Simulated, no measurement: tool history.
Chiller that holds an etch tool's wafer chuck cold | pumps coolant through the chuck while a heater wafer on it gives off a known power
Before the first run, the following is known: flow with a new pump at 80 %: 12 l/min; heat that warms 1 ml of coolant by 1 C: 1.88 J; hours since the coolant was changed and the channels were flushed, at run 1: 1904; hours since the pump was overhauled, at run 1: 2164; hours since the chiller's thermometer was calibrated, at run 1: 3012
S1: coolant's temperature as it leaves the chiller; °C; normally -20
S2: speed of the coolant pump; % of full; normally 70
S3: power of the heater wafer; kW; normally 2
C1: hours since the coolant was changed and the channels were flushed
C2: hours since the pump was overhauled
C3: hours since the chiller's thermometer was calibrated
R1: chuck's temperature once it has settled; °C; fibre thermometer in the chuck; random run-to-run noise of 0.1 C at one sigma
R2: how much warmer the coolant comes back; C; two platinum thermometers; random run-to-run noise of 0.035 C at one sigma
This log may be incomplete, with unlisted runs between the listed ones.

{"run": 1, "day": 0.0, "S1": -20, "S2": 70, "S3": 2, "C1": 1904, "C2": 2164, "C3": 3012, "R1": -4, "R2": 6.29}
{"run": 2, "day": 8.004, "S1": -20, "S2": 70, "S3": 2, "C1": 2096, "C2": 2356, "C3": 3204, "R1": -3.9, "R2": 6.27}
{"run": 3, "day": 13.988, "S1": -20, "S2": 70, "S3": 2, "C1": 2239, "C2": 2499, "C3": 3347, "R1": -4, "R2": 6.25}
{"run": 4, "day": 22.712, "S1": -20, "S2": 70, "S3": 2, "C1": 2449, "C2": 2709, "C3": 3557, "R1": -3.6, "R2": 6.32}
{"run": 5, "day": 27.838, "S1": -20, "S2": 70, "S3": 2, "C1": 2572, "C2": 2832, "C3": 3680, "R1": -3.8, "R2": 6.33}
{"run": 6, "day": 35.067, "S1": -20, "S2": 70, "S3": 2, "C1": 2745, "C2": 3005, "C3": 3853, "R1": -3.9, "R2": 6.32}
{"day": 35.858, "done": "coolant pump overhauled"}
{"run": 7, "day": 39.3, "S1": -20, "S2": 70, "S3": 2, "C1": 2842, "C2": 83, "C3": 3950, "R1": -3.7, "R2": 6.39}
{"run": 8, "day": 45.233, "S1": -20, "S2": 70, "S3": 2, "C1": 2984, "C2": 225, "C3": 4092, "R1": -3.3, "R2": 6.46}
{"run": 9, "day": 53.508, "S1": -20, "S2": 70, "S3": 2, "C1": 3183, "C2": 424, "C3": 4291, "R1": -3.4, "R2": 6.47}
{"run": 10, "day": 58.454, "S1": -20, "S2": 70, "S3": 2, "C1": 3302, "C2": 542, "C3": 4410, "R1": -3.4, "R2": 6.46}
{"day": 61.379, "done": "coolant pump overhauled, once more"}
{"run": 11, "day": 63.342, "S1": -20, "S2": 70, "S3": 2, "C1": 3414, "C2": 47, "C3": 4522, "R1": -3.8, "R2": 6.17}
{"run": 12, "day": 68.829, "S1": -12, "S2": 74, "S3": 2.009, "C1": 3546, "C2": 179, "C3": 4654, "R1": 3.5, "R2": 5.83}
{"run": 13, "day": 76.546, "S1": -12, "S2": 62, "S3": 2.98, "C1": 3731, "C2": 364, "C3": 4839, "R1": 14.7, "R2": 10.44}
{"run": 14, "day": 82.067, "S1": -12, "S2": 62, "S3": 1.687, "C1": 3863, "C2": 496, "C3": 4971, "R1": 2.9, "R2": 5.9}
{"run": 15, "day": 87.458, "S1": -12, "S2": 62, "S3": 1.687, "C1": 3993, "C2": 626, "C3": 5101, "R1": 2.8, "R2": 5.89}
{"run": 16, "day": 92.858, "S1": -12, "S2": 90, "S3": 1.403, "C1": 4122, "C2": 755, "C3": 5230, "R1": -2.7, "R2": 3.27}

Predict the results of run 17:
{"run": 17, "day": 99.525, "S1": -26, "S2": 68, "S3": 2, "C1": 4282, "C2": 915, "C3": 5390, "R1": "?", "R2": "?"}

R1: -9.2 °C
R2: 6.35 C
Were there no unlogged condition in the tool, this run, its random variation unchanged, would have produced R1 -10 °C, R2 6.32 C.
